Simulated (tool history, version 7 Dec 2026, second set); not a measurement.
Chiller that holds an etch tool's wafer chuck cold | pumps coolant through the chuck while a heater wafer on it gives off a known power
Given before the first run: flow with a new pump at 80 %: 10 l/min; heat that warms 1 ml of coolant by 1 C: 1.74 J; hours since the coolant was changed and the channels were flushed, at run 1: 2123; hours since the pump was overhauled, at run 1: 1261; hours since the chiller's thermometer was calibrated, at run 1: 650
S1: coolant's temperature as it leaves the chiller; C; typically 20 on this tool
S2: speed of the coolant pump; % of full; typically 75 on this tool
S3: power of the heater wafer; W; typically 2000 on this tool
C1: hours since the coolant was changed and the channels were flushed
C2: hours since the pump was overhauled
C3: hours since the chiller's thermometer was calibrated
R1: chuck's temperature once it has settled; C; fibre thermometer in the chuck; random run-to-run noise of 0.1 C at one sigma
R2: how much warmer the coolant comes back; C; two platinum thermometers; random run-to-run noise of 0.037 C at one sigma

run 1 hour=0 | S1=20 S2=75 S3=2000 | C1=2123 C2=1261 C3=650 | R1=40.3 R2=7.56
run 2 hour=73.3 | S1=20 S2=75 S3=1005 | C1=2197 C2=1334 C3=723 | R1=30.4 R2=3.76
run 3 hour=146.9 | S1=20 S2=75 S3=1005 | C1=2270 C2=1408 C3=797 | R1=30.3 R2=3.74
run 4 hour=201.8 | S1=21 S2=75 S3=2000 | C1=2325 C2=1462 C3=852 | R1=41.5 R2=7.55
run 5 hour=264.8 | S1=21 S2=75 S3=2000 | C1=2388 C2=1525 C3=915 | R1=41.6 R2=7.58
run 6 hour=325.6 | S1=21 S2=75 S3=2000 | C1=2449 C2=1586 C3=976 | R1=41.7 R2=7.44
run 7 hour=367.7 | S1=20 S2=75 S3=2000 | C1=2491 C2=1628 C3=1018 | R1=40.4 R2=7.55
run 8 hour=440.2 | S1=20 S2=75 S3=2000 | C1=2564 C2=1701 C3=1090 | R1=40.7 R2=7.56
run 9 hour=519.6 | S1=20 S2=75 S3=2000 | C1=2643 C2=1780 C3=1170 | R1=40.7 R2=7.51
run 10 hour=581.9 | S1=26 S2=75 S3=2000 | C1=2705 C2=1843 C3=1232 | R1=46.8 R2=7.51
run 11 hour=622.2 | S1=26 S2=75 S3=2000 | C1=2746 C2=1883 C3=1272 | R1=46.6 R2=7.59
-- hour=629.4 chiller's thermometer calibrated
run 12 hour=697.7 | S1=20 S2=75 S3=2000 | C1=2820 C2=1957 C3=68 | R1=40.8 R2=7.56
run 13 hour=752.6 | S1=20 S2=75 S3=2000 | C1=2875 C2=2012 C3=123 | R1=40.9 R2=7.53
-- hour=778.1 chiller's thermometer calibrated, once more
run 14 hour=816 | S1=20 S2=75 S3=1189 | C1=2937 C2=2075 C3=38 | R1=32.7 R2=4.56
run 15 hour=871.2 | S1=20 S2=75 S3=1283 | C1=2993 C2=2130 C3=93 | R1=33.5 R2=4.87
run 16 hour=943.2 | S1=20 S2=75 S3=1283 | C1=3065 C2=2202 C3=165 | R1=33.6 R2=4.84
run 17 hour=995.9 | S1=20 S2=75 S3=1283 | C1=3117 C2=2255 C3=218 | R1=33.5 R2=4.86
run 18 hour=1064.7 | S1=20 S2=75 S3=1283 | C1=3186 C2=2323 C3=287 | R1=33.6 R2=4.88
run 19 hour=1132.5 | S1=24 S2=84 S3=1124 | C1=3254 C2=2391 C3=354 | R1=34.8 R2=3.79
run 20 hour=1199.5 | S1=24 S2=84 S3=1124 | C1=3321 C2=2458 C3=421 | R1=35 R2=3.87
run 21 hour=1239.9 | S1=12 S2=66 S3=1559 | C1=3361 C2=2499 C3=462 | R1=30.7 R2=6.71
run 22 hour=1313.4 | S1=12 S2=66 S3=1559 | C1=3435 C2=2572 C3=535 | R1=30.8 R2=6.79
run 23 hour=1360.7 | S1=20 S2=61 S3=2000 | C1=3482 C2=2619 C3=583 | R1=45.5 R2=9.27
run 24 hour=1424.5 | S1=20 S2=84 S3=2000 | C1=3546 C2=2683 C3=646 | R1=39.7 R2=6.72
run 25 hour=1504.2 | S1=20 S2=84 S3=2000 | C1=3626 C2=2763 C3=726 | R1=39.7 R2=6.79
run 26 hour=1550.4 | S1=20 S2=84 S3=2000 | C1=3672 C2=2809 C3=772 | R1=39.8 R2=6.75
run 27 hour=1604.5 | S1=20 S2=77 S3=2000 | C1=3726 C2=2863 C3=826 | R1=41.2 R2=7.41
run 28 hour=1647.1 | S1=20 S2=77 S3=2000 | C1=3768 C2=2906 C3=869 | R1=41.6 R2=7.52
run 29 hour=1717.3 | S1=22 S2=99 S3=2000 | C1=3839 C2=2976 C3=939 | R1=39.5 R2=5.82
run 30 hour=1792.8 | S1=22 S2=99 S3=2000 | C1=3914 C2=3051 C3=1015 | R1=39.4 R2=5.79
run 31 hour=1849.8 | S1=21 S2=93 S3=1828 | C1=3971 C2=3108 C3=1072 | R1=37.8 R2=5.73
run 32 hour=1897.3 | S1=21 S2=93 S3=1828 | C1=4019 C2=3156 C3=1119 | R1=37.7 R2=5.69
run 33 hour=1961.4 | S1=11 S2=69 S3=2000 | C1=4083 C2=3220 C3=1183 | R1=34.6 R2=8.38

What if the next run were any one of these 3? Each begins from the tool's condition after run 33:
run A hour=1996.1 | S1=13 S2=75 S3=2000 | C1=4117 C2=3255 C3=1218 | R1=? R2=?
run B hour=1996.1 | S1=20 S2=64 S3=2000 | C1=4117 C2=3255 C3=1218 | R1=? R2=?
run C hour=1996.1 | S1=23 S2=88 S3=2000 | C1=4117 C2=3255 C3=1218 | R1=? R2=?

run=A R1=35 R2=7.69
run=B R1=45.1 R2=9
run=C R1=42.3 R2=6.62
Stripped of hidden state, with their random variation kept, the same runs would have yielded:
run=A R1=31.9 R2=7.35
run=B R1=41.6 R2=8.6
run=C R1=39.6 R2=6.32
